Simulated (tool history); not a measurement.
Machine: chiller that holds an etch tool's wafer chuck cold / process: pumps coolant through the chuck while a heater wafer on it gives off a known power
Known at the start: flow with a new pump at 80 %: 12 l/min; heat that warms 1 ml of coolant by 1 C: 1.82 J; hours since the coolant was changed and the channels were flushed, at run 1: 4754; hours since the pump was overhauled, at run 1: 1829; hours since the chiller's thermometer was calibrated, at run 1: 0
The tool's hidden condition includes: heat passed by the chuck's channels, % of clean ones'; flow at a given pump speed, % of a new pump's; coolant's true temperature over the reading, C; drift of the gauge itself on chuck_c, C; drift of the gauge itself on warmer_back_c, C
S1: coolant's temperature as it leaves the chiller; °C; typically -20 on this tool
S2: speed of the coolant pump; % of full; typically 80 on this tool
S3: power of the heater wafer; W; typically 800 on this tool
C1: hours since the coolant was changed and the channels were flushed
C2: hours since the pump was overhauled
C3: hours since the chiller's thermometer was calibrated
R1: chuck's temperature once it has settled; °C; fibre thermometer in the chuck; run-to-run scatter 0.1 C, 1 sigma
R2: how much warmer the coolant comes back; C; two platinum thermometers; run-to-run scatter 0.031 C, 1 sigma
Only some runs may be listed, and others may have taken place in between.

run	hour	S1	S2	S3	C1	C2	C3	R1	R2
1	0.0	-20	80	800	4754	1829	0	-12.9	2.16
2	78.2	-20	80	800	4832	1907	78	-12.9	2.24
3	151.0	-16	80	800	4905	1980	151	-9.1	2.22
4	192.8	-16	80	513	4947	2021	193	-11.6	1.43
5	285.9	-16	80	513	5040	2115	286	-11.6	1.40
6	359.1	-16	80	513	5113	2188	359	-11.5	1.43
7	413.3	-20	80	800	5168	2242	413	-12.7	2.20
8	505.7	-20	80	1114	5260	2334	506	-10.1	3.02
9	602.4	-20	80	1114	5357	2431	602	-10.0	3.09
10	667.4	-27	80	800	5422	2496	667	-19.9	2.23
11	728.4	-27	80	800	5483	2557	728	-19.8	2.23
12	789.7	-27	80	800	5544	2618	790	-19.8	2.20
13	883.1	-27	80	800	5637	2712	883	-19.8	2.16
14	979.0	-27	80	800	5733	2808	979	-20.0	2.22
15	1032.4	-27	80	800	5787	2861	1032	-19.8	2.28
16	1091.9	-20	80	800	5846	2921	1092	-12.9	2.28
17	1172.0	-22	80	521	5926	3001	1172	-17.3	1.42
18	1252.5	-22	80	420	6007	3081	1253	-18.3	1.11
19	1313.3	-10	76	800	6067	3142	1313	-2.7	2.33
20	1386.1	-10	90	800	6140	3215	1386	-3.3	1.95
21	1467.6	-10	90	800	6222	3296	1468	-3.4	1.95
22	1564.8	-10	90	800	6319	3393	1565	-3.4	1.93
23	1648.3	-29	80	695	6402	3477	1648	-22.9	1.89
24	1707.9	-22	61	760	6462	3537	1708	-14.1	2.74
25	1755.8	-26	60	726	6510	3584	1756	-18.2	2.58
26	1818.8	-26	60	726	6573	3647	1819	-18.2	2.68
27	1864.6	-15	62	978	6619	3693	1865	-5.0	3.43
# hour 1887.8: coolant changed, channels flushed
28	1929.9	-15	62	978	42	3753	1924	-5.0	3.44
29	2003.9	-20	97	510	116	3827	1998	-16.0	1.12
30	2097.7	-17	64	826	210	3920	2092	-8.7	2.80
31	2164.4	-17	65	826	277	3987	2158	-8.8	2.84

Consider 3 possible next runs. They are alternatives, not a sequence: every one starts from the tool as it was left by run 31. What does each give?
A	2255.9	-28	65	826	368	4079	2250	?	?
B	2255.9	-30	73	1043	368	4079	2250	?	?
C	2255.9	-27	80	1031	368	4079	2250	?	?

run	R1	R2
A	-19.7	2.80
B	-20.3	3.14
C	-17.9	2.82
The same runs, with their run-to-run variation unchanged, on a tool lacking any hidden condition would have given:
run	R1	R2
A	-19.7	2.80
B	-20.3	3.14
C	-18.0	2.81

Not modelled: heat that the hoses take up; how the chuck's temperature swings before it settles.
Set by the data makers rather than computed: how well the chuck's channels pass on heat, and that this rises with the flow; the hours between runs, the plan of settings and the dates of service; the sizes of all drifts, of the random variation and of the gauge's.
